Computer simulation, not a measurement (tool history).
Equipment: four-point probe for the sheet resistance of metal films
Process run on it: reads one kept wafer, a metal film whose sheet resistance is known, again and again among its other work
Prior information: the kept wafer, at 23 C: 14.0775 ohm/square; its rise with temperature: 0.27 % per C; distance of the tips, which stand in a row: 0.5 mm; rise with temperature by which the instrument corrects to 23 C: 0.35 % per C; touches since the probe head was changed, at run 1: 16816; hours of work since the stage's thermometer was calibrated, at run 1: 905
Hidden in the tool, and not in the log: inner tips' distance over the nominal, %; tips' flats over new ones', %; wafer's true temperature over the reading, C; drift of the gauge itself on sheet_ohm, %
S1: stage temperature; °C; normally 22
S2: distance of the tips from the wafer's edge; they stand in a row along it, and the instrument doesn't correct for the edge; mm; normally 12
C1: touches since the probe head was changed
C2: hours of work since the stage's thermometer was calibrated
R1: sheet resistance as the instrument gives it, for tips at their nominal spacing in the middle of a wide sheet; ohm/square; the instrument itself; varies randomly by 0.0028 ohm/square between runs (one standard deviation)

run,hour,S1,S2,C1,C2,R1
1,0,22,12,16816,905,14.109124
2,15.7,22,12,17255,912,14.107033
3,35.7,18,12,17814,921,14.15148
4,45.5,34,12,18085,925,13.975594
5,59.1,22,12,18466,931,14.094589
6,70.1,22,12,18773,936,14.099632
7,80.4,22,12,19061,941,14.098868
8,91.4,23,5,19367,946,14.152536

Run 9 comes next. What will it give?
9,111,23,57,19915,954,?

Logged for run 9: R1 14.079426 ohm/square.
Without the tool's hidden state the same run would have given R1 14.078549 ohm/square.
